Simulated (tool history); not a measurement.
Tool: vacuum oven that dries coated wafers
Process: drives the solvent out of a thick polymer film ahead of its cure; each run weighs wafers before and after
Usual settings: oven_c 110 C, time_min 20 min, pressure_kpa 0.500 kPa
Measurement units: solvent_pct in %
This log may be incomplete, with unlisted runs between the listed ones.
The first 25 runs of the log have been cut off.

run	hour	oven_c	time_min	pressure_kpa	hours of work since the thermocouples were calibrated	hours of work since the vacuum gauge was cleaned of residue	solvent_pct
# hour 230.5: vacuum gauge cleaned of residue and calibrated
26	239.6	112	19	1.347	809	7	1.40
27	249.3	112	12	1.347	817	14	3.25
28	257.0	112	12	1.365	822	19	3.29
29	271.0	112	12	1.365	832	29	3.26
30	282.2	110	24	1.837	841	38	1.20
31	291.7	114	20	0.260	847	45	0.72
# hour 303.8: vacuum gauge cleaned of residue and calibrated, once more
32	307.4	111	14	1.317	858	3	2.76
33	322.4	117	18	1.497	869	14	0.84
34	335.9	106	22	1.497	879	23	2.11
35	351.0	110	19	0.642	890	34	1.53
36	360.8	110	19	0.642	897	42	1.55
37	370.5	118	14	0.642	904	49	1.10
38	379.0	118	14	0.642	910	55	1.12
39	385.7	110	36	0.500	915	60	0.28
40	400.5	110	14	0.500	926	70	2.82

The next listed run, before its measurement:
41	413.6	110	14	0.500	935	80	?

solvent_pct: 2.82 %
Were there no unlogged condition in the tool, this run, its random variation unchanged, would have produced solvent_pct 3.10 %.
